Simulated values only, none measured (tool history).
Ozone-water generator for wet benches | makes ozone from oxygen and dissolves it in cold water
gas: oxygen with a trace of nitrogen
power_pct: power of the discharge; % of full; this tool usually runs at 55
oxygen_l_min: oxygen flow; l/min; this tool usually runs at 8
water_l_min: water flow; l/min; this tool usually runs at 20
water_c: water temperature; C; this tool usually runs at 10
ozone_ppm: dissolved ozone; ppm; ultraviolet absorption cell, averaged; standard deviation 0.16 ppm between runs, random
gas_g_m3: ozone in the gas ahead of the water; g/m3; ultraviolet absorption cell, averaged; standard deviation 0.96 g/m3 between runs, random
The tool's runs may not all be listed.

run    hour  power_pct  oxygen_l_min  water_l_min  water_c  ozone_ppm  gas_g_m3
  1       0         55             8           20       10       18.4     162.1
  2    61.7         55             8           18       10       20.4     159.9
  3   132.8         55             8           20       10       18.3     159.7
  4   183.5         55             8           20       10       18.4     159.7
  5   220.3         55             8           20       10       18.7     158.3
  6   291.4         55             8           20       10       18.2     159.4
  7   325.7         55             8           20        5       19.8     158.8
  8   358.8         55             8           20        5       19.9     159.9
  9   409.3         55          4.73           20        5       16.9     189.4
 10   447.1         55          4.73           20        5       16.6     188.7
 11     491         55          4.73           20        5       16.9     190.7
 12   535.1         55          4.73           20        5       16.8     188.8
 13   601.1         55             8           16       10       22.3       159
 14   649.7         55             8           20       10       18.3     157.8
 15   709.1         55          9.57           20       10       18.5     150.7
 16   741.3         55          9.57           20       10       18.7     149.2
 17   784.4         52             8           20       10       17.5     152.3
 18   833.1         87             8           20       10       24.3     213.8
 19   896.5         43         11.34           26        7       13.4     119.2
 20   952.1         55          4.59           20       12       15.2     190.5
 21   985.6         55          4.59           20       12       15.1     190.2
 22  1028.1         55          4.59           30       12        9.4       188
 23  1064.2         55          4.59           30       12        9.3       188
     1098.7  -- contactor cleaned
 24  1116.9         55          5.11           20       13       16.6     184.6
 25  1149.2         61          5.11           20       13       17.7       194
 26  1188.7         61          6.68           14       13         26     180.6
 27  1220.3         61          6.68           14       13       25.8     179.7
 28  1277.2         61          6.68           14        8       28.1     181.6
 29  1319.7         61          6.68           14        8         28     179.7
 30  1382.8         75         11.87           20       10       24.4       171
 31  1438.9         56         11.87           20        5       22.2     140.6

Some steps in ozone_ppm, run to run, broken into two amounts with sign: the step expected even without the hidden condition (settings, incoming material, random variation), and the rest, left for the hidden condition together with whatever gauge scatter is not in both the measured and the hidden-condition-free result:
Hidden state at play: yield of the discharge, % of new electrodes'; contactor's efficiency, % of a clean one's; true water temperature over the reading, C; drift of the gauge itself on ozone_ppm, %; drift of the gauge itself on gas_g_m3, %.
Run 12 -> 13: oxygen_l_min 4.73 -> 8, water_l_min 20 -> 16, water_c 5 -> 10. ozone_ppm +5.5 ppm: hidden state -0.5, all else +6.
Run 17 -> 18: power_pct 52 -> 87. ozone_ppm +6.8 ppm: hidden state -1, all else +7.8.
Run 18 -> 19: power_pct 87 -> 43, oxygen_l_min 8 -> 11.34, water_l_min 20 -> 26, water_c 10 -> 7. ozone_ppm -10.9 ppm: hidden state +1.5, all else -12.4.
Run 23 -> 24: oxygen_l_min 4.59 -> 5.11, water_l_min 30 -> 20, water_c 12 -> 13, contactor cleaned. ozone_ppm +7.3 ppm: hidden state +0.5, all else +6.8.
Run 25 -> 26: oxygen_l_min 5.11 -> 6.68, water_l_min 20 -> 14. ozone_ppm +8.3 ppm: hidden state -0.4, all else +8.7.
